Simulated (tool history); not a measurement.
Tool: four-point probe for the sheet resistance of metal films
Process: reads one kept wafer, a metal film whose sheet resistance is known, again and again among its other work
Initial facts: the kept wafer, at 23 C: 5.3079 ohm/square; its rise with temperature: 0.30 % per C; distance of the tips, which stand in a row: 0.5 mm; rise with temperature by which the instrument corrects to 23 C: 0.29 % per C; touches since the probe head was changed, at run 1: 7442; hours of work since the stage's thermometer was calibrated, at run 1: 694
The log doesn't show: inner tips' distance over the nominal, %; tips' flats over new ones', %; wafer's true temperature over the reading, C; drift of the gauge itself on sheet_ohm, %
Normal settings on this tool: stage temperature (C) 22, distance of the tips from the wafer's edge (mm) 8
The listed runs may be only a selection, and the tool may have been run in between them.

run   hour  stage temperature (C)  distance of the tips from the wafer's edge (mm)  touches since the probe head was changed  hours of work since the stage's thermometer was calibrated  sheet resistance as the instrument gives it (ohm/square)
  1    0.0                     22                                                8                                      7442                                                         694                                                  5.311636
  2   14.1                     22                                                8                                      7629                                                         702                                                  5.311704
  3   28.5                     34                                                8                                      7819                                                         710                                                  5.319240
  4   44.7                     24                                                8                                      8034                                                         720                                                  5.314157
  5   59.9                     19                                                8                                      8235                                                         729                                                  5.311281
  6   83.2                     19                                                8                                      8545                                                         743                                                  5.309995
  7   99.4                     22                                                8                                      8759                                                         752                                                  5.312011
  8  109.1                     33                                                8                                      8888                                                         758                                                  5.319602
  9  128.1                     22                                               43                                      9139                                                         769                                                  5.301350
 10  145.9                     22                                               43                                      9375                                                         779                                                  5.301382
 11  156.4                     22                                               27                                      9513                                                         786                                                  5.303019
 12  175.4                     22                                                8                                      9766                                                         797                                                  5.313113
 13  185.8                     22                                                8                                      9903                                                         803                                                  5.314728
 14  206.3                     22                                                8                                     10175                                                         815                                                  5.312367
 15  226.5                     22                                                8                                     10442                                                         827                                                  5.312393
 16  243.3                     22                                                8                                     10666                                                         837                                                  5.312736
 17  260.7                     22                                                8                                     10895                                                         847                                                  5.314722
 18  272.0                     20                                               11                                     11046                                                         854                                                  5.310111
 19  293.7                     24                                               42                                     11333                                                         866                                                  5.305992
 20  303.7                     21                                                5                                     11465                                                         872                                                  5.331774
 21  321.9                     30                                               69                                     11707                                                         883                                                  5.308498
 22  344.7                     21                                               14                                     12009                                                         896                                                  5.306681
 23  357.3                     23                                               42                                     12176                                                         904                                                  5.305240
 24  373.5                     26                                               52                                     12390                                                         913                                                  5.306653
 25  391.6                     25                                                8                                     12630                                                         924                                                  5.317403
 26  413.6                     25                                                8                                     12922                                                         937                                                  5.317759
 27  433.4                     25                                                5                                     13184                                                         949                                                  5.334686
 28  452.5                     23                                               51                                     13436                                                         960                                                  5.305692
 29  471.0                     25                                               51                                     13681                                                         971                                                  5.309313
 30  494.4                     29                                               44                                     13992                                                         984                                                  5.308037
 31  506.5                     25                                               74                                     14152                                                         992                                                  5.308036
 32  518.8                     23                                                6                                     14315                                                         999                                                  5.327360

Alternative continuations, all from the tool just after run 32; predict every row:
  A  537.8                     25                                                6                                     14566                                                        1010                                                         ?
  B  537.8                     28                                               51                                     14566                                                        1010                                                         ?
  C  537.8                     28                                                7                                     14566                                                        1010                                                         ?

run  sheet resistance as the instrument gives it (ohm/square)
  A                                                  5.327525
  B                                                  5.308449
  C                                                  5.324187
Stripped of hidden state, with their random variation kept, the same runs would have yielded:
run  sheet resistance as the instrument gives it (ohm/square)
  A                                                  5.329171
  B                                                  5.310102
  C                                                  5.325844
